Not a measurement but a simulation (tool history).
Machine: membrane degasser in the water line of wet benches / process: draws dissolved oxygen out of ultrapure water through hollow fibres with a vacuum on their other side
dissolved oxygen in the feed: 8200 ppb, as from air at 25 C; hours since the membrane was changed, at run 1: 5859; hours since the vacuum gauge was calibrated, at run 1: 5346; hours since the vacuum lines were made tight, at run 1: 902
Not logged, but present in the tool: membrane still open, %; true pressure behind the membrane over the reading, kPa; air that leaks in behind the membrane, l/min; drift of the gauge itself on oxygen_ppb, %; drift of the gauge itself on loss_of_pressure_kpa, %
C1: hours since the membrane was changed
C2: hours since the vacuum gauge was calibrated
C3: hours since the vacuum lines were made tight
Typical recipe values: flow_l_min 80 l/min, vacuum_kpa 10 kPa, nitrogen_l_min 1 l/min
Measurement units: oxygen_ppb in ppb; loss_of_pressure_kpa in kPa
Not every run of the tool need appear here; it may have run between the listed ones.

{"run": 1, "hour": 0.0, "flow_l_min": 80, "vacuum_kpa": 10, "nitrogen_l_min": 1, "C1": 5859, "C2": 5346, "C3": 902, "oxygen_ppb": 852.3, "loss_of_pressure_kpa": 31.73}
{"run": 2, "hour": 153.0, "flow_l_min": 80, "vacuum_kpa": 10, "nitrogen_l_min": 1, "C1": 6012, "C2": 5499, "C3": 1055, "oxygen_ppb": 852.2, "loss_of_pressure_kpa": 31.51}
{"run": 3, "hour": 486.2, "flow_l_min": 80, "vacuum_kpa": 10, "nitrogen_l_min": 1.46, "C1": 6345, "C2": 5833, "C3": 1388, "oxygen_ppb": 661.3, "loss_of_pressure_kpa": 31.64}
{"run": 4, "hour": 703.9, "flow_l_min": 85, "vacuum_kpa": 10, "nitrogen_l_min": 1, "C1": 6563, "C2": 6050, "C3": 1606, "oxygen_ppb": 885.8, "loss_of_pressure_kpa": 33.97}
{"run": 5, "hour": 1016.2, "flow_l_min": 85, "vacuum_kpa": 10, "nitrogen_l_min": 1, "C1": 6875, "C2": 6363, "C3": 1918, "oxygen_ppb": 889.8, "loss_of_pressure_kpa": 33.97}
{"run": 6, "hour": 1295.4, "flow_l_min": 80, "vacuum_kpa": 10, "nitrogen_l_min": 1.01, "C1": 7154, "C2": 6642, "C3": 2197, "oxygen_ppb": 849.8, "loss_of_pressure_kpa": 31.94}
{"run": 7, "hour": 1608.6, "flow_l_min": 90, "vacuum_kpa": 10, "nitrogen_l_min": 1, "C1": 7468, "C2": 6955, "C3": 2510, "oxygen_ppb": 922.3, "loss_of_pressure_kpa": 36.2}
{"run": 8, "hour": 1765.1, "flow_l_min": 90, "vacuum_kpa": 10, "nitrogen_l_min": 1, "C1": 7624, "C2": 7111, "C3": 2667, "oxygen_ppb": 921.9, "loss_of_pressure_kpa": 36.13}
{"run": 9, "hour": 2072.0, "flow_l_min": 90, "vacuum_kpa": 10, "nitrogen_l_min": 1, "C1": 7931, "C2": 7418, "C3": 2974, "oxygen_ppb": 923.9, "loss_of_pressure_kpa": 36.13}
{"run": 10, "hour": 2363.1, "flow_l_min": 80, "vacuum_kpa": 10, "nitrogen_l_min": 1, "C1": 8222, "C2": 7710, "C3": 3265, "oxygen_ppb": 856.6, "loss_of_pressure_kpa": 31.76}
{"hour": 2430.0, "done": "vacuum gauge calibrated"}
{"run": 11, "hour": 2508.5, "flow_l_min": 80, "vacuum_kpa": 10, "nitrogen_l_min": 1.35, "C1": 8367, "C2": 78, "C3": 3410, "oxygen_ppb": 704.7, "loss_of_pressure_kpa": 31.81}
{"run": 12, "hour": 2717.0, "flow_l_min": 62, "vacuum_kpa": 8.8, "nitrogen_l_min": 1.35, "C1": 8575, "C2": 287, "C3": 3618, "oxygen_ppb": 488.9, "loss_of_pressure_kpa": 24.89}
{"run": 13, "hour": 2902.6, "flow_l_min": 120, "vacuum_kpa": 19, "nitrogen_l_min": 1.35, "C1": 8761, "C2": 473, "C3": 3804, "oxygen_ppb": 1921.9, "loss_of_pressure_kpa": 48.32}
{"run": 14, "hour": 3088.5, "flow_l_min": 102, "vacuum_kpa": 13.6, "nitrogen_l_min": 2.59, "C1": 8947, "C2": 658, "C3": 3990, "oxygen_ppb": 779.2, "loss_of_pressure_kpa": 40.77}
{"run": 15, "hour": 3285.5, "flow_l_min": 128, "vacuum_kpa": 8.5, "nitrogen_l_min": 0.53, "C1": 9144, "C2": 856, "C3": 4187, "oxygen_ppb": 1246, "loss_of_pressure_kpa": 51.54}
{"run": 16, "hour": 3431.7, "flow_l_min": 128, "vacuum_kpa": 8.5, "nitrogen_l_min": 0.53, "C1": 9290, "C2": 1002, "C3": 4333, "oxygen_ppb": 1245.4, "loss_of_pressure_kpa": 51.66}
{"hour": 3555.3, "done": "vacuum gauge calibrated, once more"}
{"run": 17, "hour": 3573.4, "flow_l_min": 128, "vacuum_kpa": 8.5, "nitrogen_l_min": 0.53, "C1": 9431, "C2": 18, "C3": 4474, "oxygen_ppb": 1223.1, "loss_of_pressure_kpa": 51.47}
{"run": 18, "hour": 3737.0, "flow_l_min": 128, "vacuum_kpa": 8.5, "nitrogen_l_min": 0.53, "C1": 9595, "C2": 182, "C3": 4638, "oxygen_ppb": 1223.1, "loss_of_pressure_kpa": 51.44}
{"run": 19, "hour": 4023.1, "flow_l_min": 52, "vacuum_kpa": 21.8, "nitrogen_l_min": 0.93, "C1": 9881, "C2": 468, "C3": 4924, "oxygen_ppb": 1634.7, "loss_of_pressure_kpa": 21.01}
{"run": 20, "hour": 4212.5, "flow_l_min": 52, "vacuum_kpa": 21.8, "nitrogen_l_min": 0.93, "C1": 10071, "C2": 657, "C3": 5113, "oxygen_ppb": 1632.9, "loss_of_pressure_kpa": 21.01}
{"run": 21, "hour": 4456.9, "flow_l_min": 123, "vacuum_kpa": 10, "nitrogen_l_min": 2.88, "C1": 10315, "C2": 902, "C3": 5358, "oxygen_ppb": 571.9, "loss_of_pressure_kpa": 49.65}
{"run": 22, "hour": 4730.4, "flow_l_min": 67, "vacuum_kpa": 8.3, "nitrogen_l_min": 0.74, "C1": 10588, "C2": 1175, "C3": 5631, "oxygen_ppb": 701.2, "loss_of_pressure_kpa": 27.06}

Here are 4 independent what-if runs from the current tool condition. What would each one return?
{"run": "A", "hour": 5029.4, "flow_l_min": 110, "vacuum_kpa": 8.3, "nitrogen_l_min": 0.74, "C1": 10887, "C2": 1474, "C3": 5930, "oxygen_ppb": "?", "loss_of_pressure_kpa": "?"}
{"run": "B", "hour": 5029.4, "flow_l_min": 52, "vacuum_kpa": 10, "nitrogen_l_min": 0.59, "C1": 10887, "C2": 1474, "C3": 5930, "oxygen_ppb": "?", "loss_of_pressure_kpa": "?"}
{"run": "C", "hour": 5029.4, "flow_l_min": 59, "vacuum_kpa": 18.2, "nitrogen_l_min": 1.41, "C1": 10887, "C2": 1474, "C3": 5930, "oxygen_ppb": "?", "loss_of_pressure_kpa": "?"}
{"run": "D", "hour": 5029.4, "flow_l_min": 87, "vacuum_kpa": 8.3, "nitrogen_l_min": 0.74, "C1": 10887, "C2": 1474, "C3": 5930, "oxygen_ppb": "?", "loss_of_pressure_kpa": "?"}

run=A oxygen_ppb=942.1 loss_of_pressure_kpa=44.83
run=B oxygen_ppb=898.5 loss_of_pressure_kpa=20.89
run=C oxygen_ppb=1112.7 loss_of_pressure_kpa=23.96
run=D oxygen_ppb=822.6 loss_of_pressure_kpa=35.26
With the hidden condition removed and each run's random variation left untouched, the same runs would have given:
run=A oxygen_ppb=932.4 loss_of_pressure_kpa=43.31
run=B oxygen_ppb=893.6 loss_of_pressure_kpa=20.18
run=C oxygen_ppb=1109.6 loss_of_pressure_kpa=23.14
run=D oxygen_ppb=815.4 loss_of_pressure_kpa=34.06

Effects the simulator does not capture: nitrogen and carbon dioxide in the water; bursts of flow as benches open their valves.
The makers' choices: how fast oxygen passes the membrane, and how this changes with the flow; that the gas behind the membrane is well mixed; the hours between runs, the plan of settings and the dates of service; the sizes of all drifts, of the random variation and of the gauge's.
